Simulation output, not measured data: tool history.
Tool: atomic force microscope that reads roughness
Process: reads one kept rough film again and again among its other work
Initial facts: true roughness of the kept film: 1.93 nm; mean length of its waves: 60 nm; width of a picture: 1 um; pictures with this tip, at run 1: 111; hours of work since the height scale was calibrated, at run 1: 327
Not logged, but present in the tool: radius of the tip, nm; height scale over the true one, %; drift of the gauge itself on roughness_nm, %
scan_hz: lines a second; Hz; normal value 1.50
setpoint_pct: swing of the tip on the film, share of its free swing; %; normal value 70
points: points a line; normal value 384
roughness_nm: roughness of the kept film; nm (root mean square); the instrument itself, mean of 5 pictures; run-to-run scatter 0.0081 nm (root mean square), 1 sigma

run   hour  scan_hz  setpoint_pct  points  pictures with this tip  hours of work since the height scale was calibrated  roughness_nm
  1    0.0     1.50            70     384                     111                                                  327         1.763
  2    9.1     1.50            70     384                     126                                                  333         1.756
  3   27.7     1.50            64     384                     157                                                  348         1.796
  4   44.2     1.50            64     384                     185                                                  360         1.787
  5   54.8     2.83            70     384                     202                                                  368         1.656
  6   63.5     1.50            70     626                     217                                                  375         1.767
  7   74.2     1.50            70     313                     235                                                  383         1.783
  8   88.8     1.50            70     313                     259                                                  394         1.759
  9  102.4     1.11            70     384                     282                                                  404         1.789
     106.7  -- new tip fitted
 10  120.7     1.11            70     384                      23                                                  418         1.800
 11  136.4     1.50            70     384                      49                                                  430         1.780
 12  150.2     1.50            55     384                      72                                                  440         1.837
 13  166.3     1.35            70     384                      99                                                  453         1.783
 14  182.2     1.35            70     384                     126                                                  465         1.778
 15  201.6     1.35            61     384                     158                                                  479         1.836
 16  215.7     1.35            77     384                     182                                                  490         1.722
 17  230.9     1.50            70     384                     207                                                  502         1.750
 18  241.5     2.07            70     384                     224                                                  510         1.718
 19  251.8     1.50            70     384                     242                                                  518         1.756
 20  267.0     1.50            70     384                     267                                                  529         1.779
     279.4  -- new tip fitted
 21  286.2     1.50            70     384                      11                                                  543         1.780
 22  300.7     1.50            70     384                      35                                                  554         1.759
 23  313.7     1.50            70     578                      57                                                  564         1.764
 24  327.8     1.50            67     578                      80                                                  575         1.797
 25  344.0     1.50            70     384                     107                                                  587         1.750
 26  360.7     1.50            70     384                     135                                                  600         1.745
 27  372.6     1.50            70     384                     155                                                  609         1.761
 28  391.5     2.08            63     439                     186                                                  623         1.772
 29  402.4     2.08            63     439                     204                                                  632         1.773
 30  412.8     2.08            63     439                     222                                                  640         1.754
 31  422.0     0.68            67     740                     237                                                  647         1.848
 32  432.7     0.68            63     984                     255                                                  655         1.857
 33  444.7     0.68            63     984                     275                                                  664         1.845
     452.2  -- new tip fitted
 34  463.2     0.91            70     705                      18                                                  677         1.815
 35  478.8     0.82            70     674                      44                                                  689         1.821
 36  496.0     2.36            77     384                      72                                                  702         1.620
 37  513.9     2.36            87     384                     102                                                  716         1.476
 38  530.7     2.36            87     384                     130                                                  729         1.468
 39  539.8     1.50            84     887                     145                                                  736         1.641
 40  555.8     1.50            84     887                     172                                                  748         1.639
 41  568.2     1.50            84     887                     193                                                  757         1.649
 42  586.8     1.32            59     905                     224                                                  771         1.845
 43  604.7     1.49            56     367                     253                                                  785         1.834
 44  614.5     1.49            56     367                     270                                                  793         1.833
     625.4  -- new tip fitted
 45  631.5     0.68            72     367                      10                                                  805         1.824
 46  650.4     1.74            64     474                      42                                                  819         1.779
 47  661.6     1.74            64     474                      60                                                  828         1.786
 48  669.7     1.19            76     474                      74                                                  834         1.748
 49  683.4     1.50            59     437                      97                                                  845         1.827
 50  698.6     1.50            59     437                     122                                                  856         1.815
 51  708.9     0.91            61     392                     139                                                  864         1.847
 52  727.1     1.00            64     392                     169                                                  878         1.835

Across each entry between runs, compare the hidden state at the last listed run before it with the hidden state at the first listed run after it:
Logged between run 9 and run 10: new tip fitted (hour 106.7)
  radius of the tip, nm: 8.6 -> 7.2
Logged between run 20 and run 21: new tip fitted (hour 279.4)
  radius of the tip, nm: 8.6 -> 7.1
Logged between run 33 and run 34: new tip fitted (hour 452.2)
  radius of the tip, nm: 8.6 -> 7.1
Logged between run 44 and run 45: new tip fitted (hour 625.4)
  radius of the tip, nm: 8.6 -> 7.1

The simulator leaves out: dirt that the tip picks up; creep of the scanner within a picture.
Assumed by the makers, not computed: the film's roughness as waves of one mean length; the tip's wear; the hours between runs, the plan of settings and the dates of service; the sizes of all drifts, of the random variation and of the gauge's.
